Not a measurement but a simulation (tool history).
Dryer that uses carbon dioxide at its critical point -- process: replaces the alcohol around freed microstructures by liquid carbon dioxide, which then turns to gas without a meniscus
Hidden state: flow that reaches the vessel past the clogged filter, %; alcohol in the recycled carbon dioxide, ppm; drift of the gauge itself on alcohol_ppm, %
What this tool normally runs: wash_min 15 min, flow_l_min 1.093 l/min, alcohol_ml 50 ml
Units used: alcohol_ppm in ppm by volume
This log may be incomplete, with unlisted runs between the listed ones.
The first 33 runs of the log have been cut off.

| run | hour | wash_min | flow_l_min | alcohol_ml | hours of work since the filter was changed | hours of work since the purifier's bed was changed | alcohol_ppm |
|---|---|---|---|---|---|---|---|
| 34 | 445.7 | 14 | 1.48 | 54 | 321 | 780 | 143 |
| 35 | 456.6 | 14 | 1.48 | 57 | 330 | 788 | 134 |
| 36 | 465.7 | 17 | 1.7 | 27 | 336 | 795 | 115 |
| 37 | 478.3 | 17 | 1.7 | 27 | 346 | 804 | 118 |
| 38 | 493.8 | 17 | 1.7 | 27 | 358 | 816 | 123 |
| 39 | 509.6 | 22 | 0.75 | 22 | 370 | 828 | 165 |
| 40 | 519.9 | 22 | 0.75 | 22 | 378 | 836 | 151 |
| 41 | 531.5 | 10 | 1.3 | 37 | 386 | 845 | 348 |
| 42 | 545.5 | 15 | 1.41 | 50 | 397 | 856 | 152 |
| 43 | 553.4 | 13 | 0.82 | 50 | 403 | 862 | 784 |
| 44 | 569.2 | 15 | 1.75 | 50 | 415 | 874 | 132 |

Forecast each of these 5 alternatives for the next run:
| A | 587.3 | 14 | 1.75 | 50 | 429 | 887 | ? |
| B | 587.3 | 10 | 0.67 | 42 | 429 | 887 | ? |
| C | 587.3 | 12 | 0.85 | 117 | 429 | 887 | ? |
| D | 587.3 | 14 | 1.08 | 24 | 429 | 887 | ? |
| E | 587.3 | 10 | 1.75 | 102 | 429 | 887 | ? |

| run | alcohol_ppm |
|---|---|
| A | 134 |
| B | 2275 |
| C | 1963 |
| D | 211 |
| E | 287 |
Without the tool's unlogged condition, the same runs would have read:
| run | alcohol_ppm |
|---|---|
| A | 6 |
| B | 1560 |
| C | 1130 |
| D | 46 |
| E | 72 |
